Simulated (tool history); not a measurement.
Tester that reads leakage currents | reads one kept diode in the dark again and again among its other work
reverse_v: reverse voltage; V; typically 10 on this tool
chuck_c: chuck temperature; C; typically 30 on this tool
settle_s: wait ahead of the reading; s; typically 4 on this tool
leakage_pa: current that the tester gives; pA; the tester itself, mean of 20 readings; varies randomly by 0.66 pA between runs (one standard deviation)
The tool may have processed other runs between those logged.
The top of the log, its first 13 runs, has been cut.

run    hour  reverse_v  chuck_c  settle_s  hours of work since the probe card was cleaned  hours of work since the tester was calibrated  hours of work since the chuck was calibrated  leakage_pa
     1730.6  -- chuck's temperature calibrated
 14    1885        9.5       30         4                                            2604                                           2604                                            64      251.04
     1927.7  -- probe card cleaned and baked
     1943.1  -- tester calibrated
 15  2093.5       14.7       30         4                                              68                                             62                                           148      310.25
 16  2196.1         10       30         4                                             110                                            105                                           191      253.05
 17  2395.4         10       30      0.67                                             193                                            187                                           273      257.06
     2439.2  -- chuck's temperature calibrated, once more
 18  2555.2         10       30      0.67                                             258                                            253                                            48      226.29
 19  2689.6         10       50      3.62                                             314                                            308                                           104     1038.52
 20  2800.8         10       50      3.62                                             360                                            354                                           150     1040.44
 21    2981         10       30      1.28                                             435                                            429                                           224      228.55
 22  3127.2         10       30      1.28                                             495                                            490                                           285      229.71
 23  3286.4         10       30      1.28                                             561                                            555                                           351      232.67
 24  3501.2       11.8       55      0.93                                             650                                            644                                           440     1676.21
 25  3633.5        1.4       60      2.96                                             705                                            699                                           495      728.99
 26    3811        1.5       60      2.96                                             778                                            773                                           568      760.36
 27  3998.7        1.7       32      8.47                                             856                                            850                                           646      103.95
 28  4146.6       12.1       22      0.31                                             917                                            912                                           707      151.18
 29  4283.4       12.1       22      0.31                                             974                                            968                                           764      151.98
 30    4402        5.5       58      6.82                                            1023                                           1017                                           813     1398.55
 31  4577.1        5.6       32      1.77                                            1095                                           1090                                           885      209.26
 32  4732.6       13.5       39      0.35                                            1160                                           1154                                           950      603.86
 33  4877.7       13.5       39      0.35                                            1220                                           1214                                          1010      607.21
 34  5013.9        1.5       51      6.75                                            1276                                           1271                                          1066      425.27
     5034.3  -- chuck's temperature calibrated
 35  5192.3        1.6       28      0.71                                            1349                                           1344                                            65       68.51
 36  5407.8          6       46      0.35                                            1439                                           1433                                           155      584.16

Consider 3 possible next runs. They are alternatives, not a sequence: every one starts from the tool as it was left by run 36. What does each give?
  A  5563       12.8       31      5.78                                            1503                                           1497                                           219           ?
  B  5563         10       20      0.45                                            1503                                           1497                                           219           ?
  C  5563        1.5       42         4                                            1503                                           1497                                           219           ?

run  leakage_pa
  A      287.83
  B      109.04
  C      201.69
With no hidden state in the tool, these same runs would have given:
run  leakage_pa
  A      274.83
  B       99.66
  C      199.32
